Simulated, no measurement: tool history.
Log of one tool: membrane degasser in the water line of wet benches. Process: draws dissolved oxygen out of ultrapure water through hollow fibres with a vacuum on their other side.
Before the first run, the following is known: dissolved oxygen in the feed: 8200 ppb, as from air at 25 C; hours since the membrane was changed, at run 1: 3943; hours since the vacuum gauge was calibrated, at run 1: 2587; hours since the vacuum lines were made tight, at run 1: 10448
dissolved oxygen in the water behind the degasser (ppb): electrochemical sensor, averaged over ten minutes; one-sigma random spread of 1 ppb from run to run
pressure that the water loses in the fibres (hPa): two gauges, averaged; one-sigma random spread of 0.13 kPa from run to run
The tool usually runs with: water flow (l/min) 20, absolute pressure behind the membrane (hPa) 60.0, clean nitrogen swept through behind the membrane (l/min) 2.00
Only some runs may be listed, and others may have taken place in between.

run	hour	water flow (l/min)	absolute pressure behind the membrane (hPa)	clean nitrogen swept through behind the membrane (l/min)	hours since the membrane was changed	hours since the vacuum gauge was calibrated	hours since the vacuum lines were made tight	dissolved oxygen in the water behind the degasser (ppb)	pressure that the water loses in the fibres (hPa)
1	0.0	20	60.0	2.00	3943	2587	10448	132.3	536.7
2	95.4	20	137.2	2.00	4038	2682	10543	318.0	540.3
# hour 213.6: seals of the vacuum lines changed
3	241.6	20	137.2	2.00	4183	2826	28	306.8	538.5
4	344.4	20	137.2	2.00	4285	2929	131	302.5	539.4
5	447.4	20	137.2	2.00	4388	3032	234	305.7	536.4
6	577.5	20	137.2	2.00	4518	3162	364	307.2	539.7
7	751.2	20	137.2	2.00	4692	3336	538	308.7	539.5
8	960.1	20	137.2	2.00	4901	3545	747	308.3	538.2
9	1115.1	20	137.2	2.00	5056	3700	902	307.0	540.0
10	1309.1	20	60.0	2.00	5250	3894	1096	135.2	538.1
11	1530.6	20	60.0	2.00	5472	4115	1317	136.3	539.8
12	1699.4	20	60.0	2.00	5640	4284	1486	135.5	539.7
13	1828.4	20	60.0	2.00	5769	4413	1615	135.2	542.2
14	1946.4	20	60.0	2.00	5887	4531	1733	136.0	539.6
15	2163.6	20	60.0	2.00	6105	4748	1950	133.7	540.9
# hour 2175.6: vacuum gauge calibrated
16	2286.0	20	60.0	2.00	6227	110	2072	137.7	541.6
17	2453.4	20	60.0	2.00	6394	278	2239	137.4	544.2
18	2604.6	20	60.0	2.00	6545	429	2391	137.0	545.1
19	2723.4	17	40.3	3.71	6664	548	2509	59.7	461.9
20	2944.8	12	41.6	1.87	6885	769	2731	41.4	325.4
# hour 3104.2: vacuum gauge calibrated, once more
21	3109.5	12	55.4	1.21	7049	5	2895	76.6	325.7
22	3298.7	13	60.0	2.22	7239	195	3084	66.3	353.8
23	3482.5	25	118.8	3.43	7422	378	3268	247.4	678.5
24	3599.5	25	40.2	3.06	7540	495	3385	117.7	678.4
25	3716.7	14	60.2	3.06	7657	613	3502	64.2	380.4
26	3819.8	12	60.0	2.22	7760	716	3605	59.3	326.6
27	3948.3	16	62.6	1.33	7888	844	3734	129.9	436.9
28	4095.4	16	62.6	1.33	8035	991	3881	128.6	434.7
29	4198.3	16	62.6	1.33	8138	1094	3984	128.8	434.6
30	4331.0	16	62.6	1.33	8271	1227	4116	130.0	438.0
31	4431.1	16	62.6	1.33	8371	1327	4217	130.7	435.5

Below are 5 alternative next runs, each starting from the tool's condition after run 31. Predict each:
A	4658.8	31	59.9	1.10	8599	1555	4444	?	?
B	4658.8	13	62.6	1.33	8599	1555	4444	?	?
C	4658.8	18	60.0	2.42	8599	1555	4444	?	?
D	4658.8	20	60.0	5.30	8599	1555	4444	?	?
E	4658.8	26	129.3	2.00	8599	1555	4444	?	?

run	dissolved oxygen in the water behind the degasser (ppb)	pressure that the water loses in the fibres (hPa)
A	312.0	844.5
B	99.5	354.2
C	108.0	493.5
D	95.7	545.8
E	392.8	709.5
Take away the tool's hidden state, keep each run's random variation, and the runs would have read:
run	dissolved oxygen in the water behind the degasser (ppb)	pressure that the water loses in the fibres (hPa)
A	292.1	822.3
B	92.1	344.9
C	98.6	480.6
D	86.1	531.5
E	375.9	691.0
